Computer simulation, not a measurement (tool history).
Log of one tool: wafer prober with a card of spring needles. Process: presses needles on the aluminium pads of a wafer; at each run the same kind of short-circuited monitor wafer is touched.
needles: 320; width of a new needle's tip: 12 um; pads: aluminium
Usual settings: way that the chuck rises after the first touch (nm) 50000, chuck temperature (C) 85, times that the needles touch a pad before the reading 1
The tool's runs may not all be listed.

run,day,way that the chuck rises after the first touch (nm),chuck temperature (C),times that the needles touch a pad before the reading,resistance of one needle with its contact and lead (mohm),way that a needle slides on the pad (nm)
1,0.000,50000,85,1,200,12610
2,1.471,50000,85,1,307,12590
# day 1.617: tips cleaned on abrasive film
3,2.325,50000,85,1,273,12580
# day 3.288: tips cleaned on abrasive film
4,3.496,50000,85,1,233,12570
5,4.771,50000,85,1,310,12550
# day 4.983: tips cleaned on abrasive film
6,5.675,37000,85,1,323,9230
# day 6.692: tips cleaned on abrasive film
7,7.279,50000,85,1,270,12510
8,8.292,50000,85,1,318,12520
# day 8.383: tips cleaned on abrasive film
9,9.208,50000,42,1,281,12510
# day 10.046: tips cleaned on abrasive film
10,10.750,50000,42,1,275,12490
# day 10.862: height of the first contact set anew
11,11.550,50000,85,1,308,12730
# day 11.671: tips cleaned on abrasive film
12,12.958,50000,85,1,303,12690
# day 13.358: tips cleaned on abrasive film
13,14.479,50000,85,1,297,12630
# day 15.017: tips cleaned on abrasive film
14,15.983,51000,85,1,286,12910
# day 16.638: tips cleaned on abrasive film
15,17.629,51000,85,1,288,12880
# day 18.362: tips cleaned on abrasive film
16,18.729,50000,85,1,247,12570
# day 19.996: tips cleaned on abrasive film
17,20.021,50000,85,1,201,12580

Forecast run 18:
18,21.412,64000,94,2,?,?

{"run 18": {"resistance of one needle with its contact and lead (mohm)": 248, "way that a needle slides on the pad (nm)": 16110}}
Without the tool's hidden state the same run would have given resistance of one needle with its contact and lead (mohm) 195, way that a needle slides on the pad (nm) 16200.

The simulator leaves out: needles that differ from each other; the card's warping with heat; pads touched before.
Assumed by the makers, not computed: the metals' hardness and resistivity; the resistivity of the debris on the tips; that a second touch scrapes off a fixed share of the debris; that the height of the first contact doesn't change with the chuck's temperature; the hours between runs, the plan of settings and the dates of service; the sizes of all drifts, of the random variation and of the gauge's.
